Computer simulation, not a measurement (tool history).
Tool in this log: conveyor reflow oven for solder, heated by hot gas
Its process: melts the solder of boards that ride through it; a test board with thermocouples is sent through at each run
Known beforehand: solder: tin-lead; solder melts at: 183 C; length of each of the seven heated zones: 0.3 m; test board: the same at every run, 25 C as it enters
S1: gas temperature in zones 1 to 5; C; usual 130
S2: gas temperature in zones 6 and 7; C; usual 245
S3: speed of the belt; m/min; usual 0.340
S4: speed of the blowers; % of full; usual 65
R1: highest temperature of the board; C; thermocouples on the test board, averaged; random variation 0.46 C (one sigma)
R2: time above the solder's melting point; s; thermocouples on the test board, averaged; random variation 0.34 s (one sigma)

run	day	S1	S2	S3	S4	R1	R2
1	0.000	130	245	0.340	65	228.1	87.2
2	0.575	130	245	0.340	65	227.4	86.9
3	1.088	130	245	0.340	65	227.3	86.7
4	1.850	130	241	0.340	65	224.6	84.3
5	2.546	130	241	0.340	65	224.3	84.1
6	3.338	130	241	0.340	65	225.1	83.9
7	3.821	130	241	0.340	65	223.9	84.4
8	4.358	130	245	0.340	65	227.3	86.9
9	4.779	130	245	0.340	65	228.1	87.2
10	5.517	130	251	0.340	65	232.8	91.2
11	5.879	130	251	0.340	65	232.8	91.3
12	6.446	130	245	0.340	65	227.6	86.7
13	7.154	130	245	0.340	65	227.1	87.4
14	7.779	130	245	0.340	65	226.7	86.3
15	8.704	130	236	0.340	65	219.4	79.2
16	9.229	141	254	0.290	64	242.1	118.7
17	9.779	120	236	0.280	79	224.4	99.9
18	10.275	141	245	0.320	65	231.2	98.9
19	10.675	141	253	0.320	81	239.5	105.5
20	11.433	130	245	0.275	65	233.1	112.8
21	12.225	130	245	0.275	65	235.3	115.2
22	12.804	130	245	0.275	65	236.1	114.7
23	13.579	130	245	0.275	65	235.0	114.2
24	13.979	130	235	0.275	65	225.8	106.5
25	14.312	130	235	0.275	65	225.3	106.6
26	15.100	143	252	0.279	79	244.1	124.2
27	15.879	143	252	0.279	79	243.3	123.8
28	16.550	143	252	0.279	79	243.6	124.8
29	17.296	143	252	0.279	79	244.2	125.2
30	18.038	143	252	0.279	79	243.4	124.8

The log once held 3 entries between its listed runs, left out of this copy. Where does each go, and what is different about the tool's unlogged condition between the listed run before it and the listed run after it?
From run 14 to run 15: belt drive overhauled, speed set with a stopwatch (day 7.979)
  heat that the gas passes to the board, % of a clean oven's: 96.2 -> 96; belt's true speed, % of the reading: 99.14 -> 99.01; true gas temperature in zones 6 and 7 over the reading, C: -2.23 -> -2.27
  measured minus no-state result, R1: -2.6 -> -2.6 C; R2: -1.3 -> -1.9 s
From run 16 to run 17: belt drive overhauled, speed set with a stopwatch, once more (day 9.571)
  heat that the gas passes to the board, % of a clean oven's: 95.8 -> 95.7; belt's true speed, % of the reading: 99 -> 99.97; true gas temperature in zones 6 and 7 over the reading, C: -2.3 -> -2.31
  measured minus no-state result, R1: -2.6 -> -3.0 C; R2: -0.3 -> -3.1 s
From run 20 to run 21: thermocouples of zones 6 and 7 changed (day 11.879)
  heat that the gas passes to the board, % of a clean oven's: 95.3 -> 95.1; belt's true speed, % of the reading: 99.93 -> 99.92; true gas temperature in zones 6 and 7 over the reading, C: -2.4 -> 0.26
  measured minus no-state result, R1: -3.0 -> -0.5 C; R2: -2.3 -> -0.4 s

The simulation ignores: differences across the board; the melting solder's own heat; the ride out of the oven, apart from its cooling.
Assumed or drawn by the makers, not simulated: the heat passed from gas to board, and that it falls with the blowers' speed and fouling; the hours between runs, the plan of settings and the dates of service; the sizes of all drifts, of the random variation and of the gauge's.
